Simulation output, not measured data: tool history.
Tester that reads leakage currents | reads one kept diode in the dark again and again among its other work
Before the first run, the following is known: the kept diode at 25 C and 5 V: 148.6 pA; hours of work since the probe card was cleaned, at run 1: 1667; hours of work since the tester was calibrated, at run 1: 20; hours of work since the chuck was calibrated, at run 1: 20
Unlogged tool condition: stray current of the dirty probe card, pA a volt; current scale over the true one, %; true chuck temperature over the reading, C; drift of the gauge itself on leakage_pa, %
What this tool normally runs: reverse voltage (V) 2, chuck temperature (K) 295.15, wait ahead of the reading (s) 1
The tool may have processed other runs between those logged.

| run | hour | reverse voltage (V) | chuck temperature (K) | wait ahead of the reading (s) | hours of work since the probe card was cleaned | hours of work since the tester was calibrated | hours of work since the chuck was calibrated | current that the tester gives (pA) |
|---|---|---|---|---|---|---|---|---|
| 1 | 0 | 2 | 295.15 | 1 | 1667 | 20 | 20 | 78.13 |
| 2 | 205.3 | 2 | 295.15 | 1 | 1761 | 114 | 114 | 76.7 |
| 3 | 359.8 | 2 | 295.15 | 1 | 1832 | 185 | 185 | 76.34 |
| 4 | 550.2 | 2 | 295.15 | 4.37 | 1919 | 272 | 272 | 74.66 |
| 5 | 707.2 | 2 | 299.15 | 4.37 | 1990 | 343 | 343 | 104.39 |
| 6 | 885.6 | 2 | 299.15 | 4.37 | 2072 | 425 | 425 | 103.07 |
| 7 | 1024.2 | 2 | 295.15 | 0.53 | 2135 | 488 | 488 | 73.25 |
|  | 1207.4 | chuck's temperature calibrated |
| 8 | 1207.4 | 2 | 295.15 | 0.53 | 2218 | 571 | 0 | 80.64 |
| 9 | 1410.3 | 2 | 295.15 | 0.53 | 2310 | 664 | 93 | 79.07 |
| 10 | 1587 | 2 | 295.15 | 0.53 | 2391 | 744 | 173 | 77.68 |
| 11 | 1701.8 | 2 | 295.15 | 0.53 | 2444 | 797 | 226 | 77.45 |
| 12 | 1877 | 2 | 295.15 | 5.55 | 2524 | 877 | 306 | 76.01 |
|  | 1966 | probe card cleaned and baked |
| 13 | 2088.1 | 2 | 295.15 | 5.55 | 56 | 972 | 401 | 71.85 |
| 14 | 2248.8 | 17.44 | 293.15 | 0.47 | 129 | 1045 | 474 | 167.51 |
| 15 | 2384.1 | 3.92 | 293.15 | 4.14 | 191 | 1107 | 536 | 79.98 |
|  | 2461.7 | chuck's temperature calibrated |
| 16 | 2557.1 | 10.71 | 300.15 | 4.14 | 269 | 1185 | 44 | 249.73 |
| 17 | 2686.3 | 3.36 | 324.15 | 1 | 328 | 1244 | 103 | 1000.21 |
| 18 | 2878.9 | 3.36 | 324.15 | 0.4 | 416 | 1332 | 191 | 994.15 |
| 19 | 3037.8 | 12.94 | 314.15 | 0.58 | 489 | 1405 | 263 | 839.73 |
| 20 | 3161.1 | 2.75 | 301.15 | 6.8 | 545 | 1461 | 319 | 142.37 |
| 21 | 3284 | 2.67 | 316.15 | 0.33 | 601 | 1517 | 376 | 477.25 |
| 22 | 3469.3 | 9.19 | 331.15 | 7.16 | 686 | 1602 | 460 | 2485.09 |
| 23 | 3579.2 | 9.19 | 331.15 | 7.16 | 736 | 1652 | 510 | 2473.36 |

Below are 5 alternative next runs, each starting from the tool's condition after run 23. Predict each:
|  | 3721.9 | chuck's temperature calibrated |
| A | 3743.2 | 2.56 | 331.15 | 9.56 | 810 | 1726 | 10 | ? |
|  | 3721.9 | chuck's temperature calibrated |
| B | 3743.2 | 18.99 | 316.15 | 7.16 | 810 | 1726 | 10 | ? |
|  | 3721.9 | chuck's temperature calibrated |
| C | 3743.2 | 2.97 | 331.15 | 2.82 | 810 | 1726 | 10 | ? |
|  | 3721.9 | chuck's temperature calibrated |
| D | 3743.2 | 2 | 325.15 | 1.51 | 810 | 1726 | 10 | ? |
|  | 3721.9 | chuck's temperature calibrated |
| E | 3743.2 | 2.16 | 307.15 | 1 | 810 | 1726 | 10 | ? |

| run | current that the tester gives (pA) |
|---|---|
| A | 1458.02 |
| B | 1180.05 |
| C | 1560.09 |
| D | 849.6 |
| E | 217.4 |
Had the tool no hidden state, the same runs would have come out as:
| run | current that the tester gives (pA) |
|---|---|
| A | 1483.8 |
| B | 1193.49 |
| C | 1587.56 |
| D | 864.54 |
| E | 220.58 |
